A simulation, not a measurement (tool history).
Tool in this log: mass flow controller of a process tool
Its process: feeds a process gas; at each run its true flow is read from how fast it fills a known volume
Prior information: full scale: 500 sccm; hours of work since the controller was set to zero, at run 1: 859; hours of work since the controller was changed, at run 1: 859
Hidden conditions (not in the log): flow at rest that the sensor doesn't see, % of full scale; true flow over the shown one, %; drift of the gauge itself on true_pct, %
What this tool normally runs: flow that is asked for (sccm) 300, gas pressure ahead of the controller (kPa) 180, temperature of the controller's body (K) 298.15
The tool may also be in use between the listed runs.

run    hour  flow that is asked for (sccm)  gas pressure ahead of the controller (kPa)  temperature of the controller's body (K)  hours of work since the controller was set to zero  hours of work since the controller was changed  true flow (%)
  1       0                            300                                         180                                    298.15                                                 859                                             859         100.14
  2   249.4                            300                                         180                                    298.15                                                 986                                             986         100.14
  3   384.9                            300                                         180                                    298.15                                                1055                                            1055         100.19
  4     574                            300                                         180                                    298.15                                                1152                                            1152         100.24
  5   838.1                            300                                         180                                    298.15                                                1287                                            1287         100.29
  6     975                            300                                         180                                    298.15                                                1356                                            1356         100.35
  7  1225.1                            300                                         180                                    298.15                                                1484                                            1484         100.39
  8  1366.9                            300                                         180                                    298.15                                                1556                                            1556          100.4
  9  1535.5                            300                                         180                                    298.15                                                1642                                            1642         100.51
 10  1670.8                            300                                         180                                    298.15                                                1711                                            1711         100.46
 11  1834.4                            300                                         239                                    298.15                                                1795                                            1795         100.14
 12  1983.4                            300                                         239                                    298.15                                                1871                                            1871         100.09
 13  2094.3                            139                                         200                                    298.15                                                1928                                            1928         100.58
 14  2233.7                            139                                         203                                    298.15                                                1999                                            1999         100.77
 15  2458.9                            219                                         231                                    306.15                                                2114                                            2114          99.54
 16  2614.8                            154                                         272                                    306.15                                                2193                                            2193          99.46
 17  2796.8                            426                                         215                                    311.15                                                2286                                            2286          99.24
 18    3033                            237                                         201                                    295.15                                                2407                                            2407         100.97

Alternative continuations, all from the tool just after run 18; predict every row:
  A  3191.8                            300                                         180                                    303.15                                                2488                                            2488              ?
  B  3191.8                            300                                         180                                    304.15                                                2488                                            2488              ?
  C  3191.8                            189                                         180                                    298.15                                                2488                                            2488              ?
  D  3191.8                            237                                         205                                    295.15                                                2488                                            2488              ?

run  true flow (%)
  A         100.33
  B         100.22
  C         101.04
  D         101.14
What these runs would have given with no unlogged condition in the tool:
run  true flow (%)
  A          99.13
  B          99.02
  C          99.41
  D          99.75

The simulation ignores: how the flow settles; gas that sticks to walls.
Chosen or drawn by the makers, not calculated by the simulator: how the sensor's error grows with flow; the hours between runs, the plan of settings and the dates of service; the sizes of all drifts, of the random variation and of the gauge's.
